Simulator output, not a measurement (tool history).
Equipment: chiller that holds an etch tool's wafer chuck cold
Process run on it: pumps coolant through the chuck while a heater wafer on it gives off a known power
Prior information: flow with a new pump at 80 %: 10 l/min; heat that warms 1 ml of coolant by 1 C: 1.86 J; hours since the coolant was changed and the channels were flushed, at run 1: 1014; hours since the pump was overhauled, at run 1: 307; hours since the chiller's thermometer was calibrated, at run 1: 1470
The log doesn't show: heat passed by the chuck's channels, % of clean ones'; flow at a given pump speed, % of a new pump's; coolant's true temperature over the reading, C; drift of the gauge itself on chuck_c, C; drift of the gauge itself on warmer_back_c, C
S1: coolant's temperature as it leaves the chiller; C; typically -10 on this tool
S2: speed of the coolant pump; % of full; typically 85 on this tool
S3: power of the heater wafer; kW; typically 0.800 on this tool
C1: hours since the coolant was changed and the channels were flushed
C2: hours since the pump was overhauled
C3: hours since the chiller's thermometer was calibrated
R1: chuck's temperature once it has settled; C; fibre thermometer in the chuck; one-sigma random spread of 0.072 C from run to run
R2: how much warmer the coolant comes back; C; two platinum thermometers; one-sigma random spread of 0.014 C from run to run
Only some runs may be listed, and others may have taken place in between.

{"run": 1, "hour": 0.0, "S1": -10, "S2": 85, "S3": 0.8, "C1": 1014, "C2": 307, "C3": 1470, "R1": -3.72, "R2": 2.43}
{"run": 2, "hour": 35.3, "S1": -10, "S2": 85, "S3": 0.8, "C1": 1049, "C2": 342, "C3": 1506, "R1": -3.9, "R2": 2.41}
{"run": 3, "hour": 77.4, "S1": -10, "S2": 85, "S3": 0.8, "C1": 1091, "C2": 385, "C3": 1548, "R1": -3.84, "R2": 2.4}
{"run": 4, "hour": 126.3, "S1": -10, "S2": 85, "S3": 0.8, "C1": 1140, "C2": 433, "C3": 1597, "R1": -3.78, "R2": 2.43}
{"run": 5, "hour": 175.3, "S1": -10, "S2": 85, "S3": 0.864, "C1": 1189, "C2": 482, "C3": 1646, "R1": -3.42, "R2": 2.62}
{"run": 6, "hour": 214.3, "S1": -10, "S2": 85, "S3": 0.401, "C1": 1228, "C2": 521, "C3": 1685, "R1": -6.89, "R2": 1.2}
{"run": 7, "hour": 238.4, "S1": -10, "S2": 85, "S3": 0.401, "C1": 1252, "C2": 546, "C3": 1709, "R1": -6.84, "R2": 1.2}
{"run": 8, "hour": 273.6, "S1": -1, "S2": 85, "S3": 0.8, "C1": 1287, "C2": 581, "C3": 1744, "R1": 5.25, "R2": 2.39}
{"run": 9, "hour": 297.7, "S1": -1, "S2": 85, "S3": 0.8, "C1": 1311, "C2": 605, "C3": 1768, "R1": 5.3, "R2": 2.44}
{"run": 10, "hour": 324.4, "S1": -1, "S2": 85, "S3": 0.8, "C1": 1338, "C2": 632, "C3": 1795, "R1": 5.2, "R2": 2.45}
{"run": 11, "hour": 371.8, "S1": -10, "S2": 85, "S3": 0.8, "C1": 1385, "C2": 679, "C3": 1842, "R1": -3.83, "R2": 2.42}
{"run": 12, "hour": 416.0, "S1": -10, "S2": 85, "S3": 0.8, "C1": 1430, "C2": 723, "C3": 1886, "R1": -3.81, "R2": 2.43}
{"run": 13, "hour": 457.9, "S1": -2, "S2": 85, "S3": 0.8, "C1": 1472, "C2": 765, "C3": 1928, "R1": 4.13, "R2": 2.42}
{"run": 14, "hour": 488.1, "S1": -10, "S2": 85, "S3": 0.8, "C1": 1502, "C2": 795, "C3": 1958, "R1": -3.86, "R2": 2.42}
{"run": 15, "hour": 528.1, "S1": -10, "S2": 85, "S3": 0.8, "C1": 1542, "C2": 835, "C3": 1998, "R1": -3.69, "R2": 2.41}
{"run": 16, "hour": 551.2, "S1": -10, "S2": 89, "S3": 0.8, "C1": 1565, "C2": 858, "C3": 2022, "R1": -4.01, "R2": 2.3}
{"run": 17, "hour": 595.5, "S1": -10, "S2": 89, "S3": 0.8, "C1": 1609, "C2": 903, "C3": 2066, "R1": -3.94, "R2": 2.31}
{"run": 18, "hour": 627.5, "S1": -17, "S2": 95, "S3": 0.8, "C1": 1641, "C2": 935, "C3": 2098, "R1": -11.26, "R2": 2.16}
{"run": 19, "hour": 656.2, "S1": -17, "S2": 99, "S3": 0.749, "C1": 1670, "C2": 963, "C3": 2127, "R1": -11.78, "R2": 1.93}
{"run": 20, "hour": 681.4, "S1": -5, "S2": 62, "S3": 0.8, "C1": 1695, "C2": 989, "C3": 2152, "R1": 2.85, "R2": 3.38}
{"run": 21, "hour": 715.4, "S1": -5, "S2": 62, "S3": 0.8, "C1": 1729, "C2": 1022, "C3": 2186, "R1": 2.84, "R2": 3.38}
{"run": 22, "hour": 745.8, "S1": -19, "S2": 91, "S3": 0.8, "C1": 1759, "C2": 1053, "C3": 2216, "R1": -13.07, "R2": 2.26}

Estimate the outcome of run 23 from the log above:
{"run": 23, "hour": 769.6, "S1": -13, "S2": 85, "S3": 0.836, "C1": 1783, "C2": 1077, "C3": 2240, "R1": "?", "R2": "?"}

Logged for run 23: R1 -6.37 C, R2 2.54 C.
Had the tool carried no hidden state, the very same run would have given R1 -6.37 C, R2 2.53 C.
